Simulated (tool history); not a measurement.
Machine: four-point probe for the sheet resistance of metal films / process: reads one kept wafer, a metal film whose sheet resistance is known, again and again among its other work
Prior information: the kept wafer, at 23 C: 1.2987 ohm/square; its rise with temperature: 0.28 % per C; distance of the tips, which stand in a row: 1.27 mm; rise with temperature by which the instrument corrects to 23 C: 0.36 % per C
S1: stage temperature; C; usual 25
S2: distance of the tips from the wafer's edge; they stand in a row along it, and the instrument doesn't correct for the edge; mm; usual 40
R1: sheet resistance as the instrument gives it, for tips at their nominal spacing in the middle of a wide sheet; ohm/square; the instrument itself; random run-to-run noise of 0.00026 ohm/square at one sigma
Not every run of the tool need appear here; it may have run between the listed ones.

run   hour  S1  S2        R1
  1    0.0  25  40  1.297678
  2   35.7  25   7  1.319503
  3   59.6  25   7  1.319463
  4   97.5  25   7  1.319556
  5  132.4  20  40  1.301793
  6  175.2  25  11  1.305733
  7  216.5  25  11  1.306180
  8  239.2  25  11  1.306270
  9  271.9  28   4  1.359882
 10  310.7  28   4  1.360290
 11  347.4  23   5  1.342535
 12  385.7  34   8  1.305624

The next listed run, before its measurement:
 13  426.4  25  40   ?

{"run 13": {"R1": 1.297408}}
Had the tool carried no hidden state, the very same run would have given R1 1.297367 ohm/square.
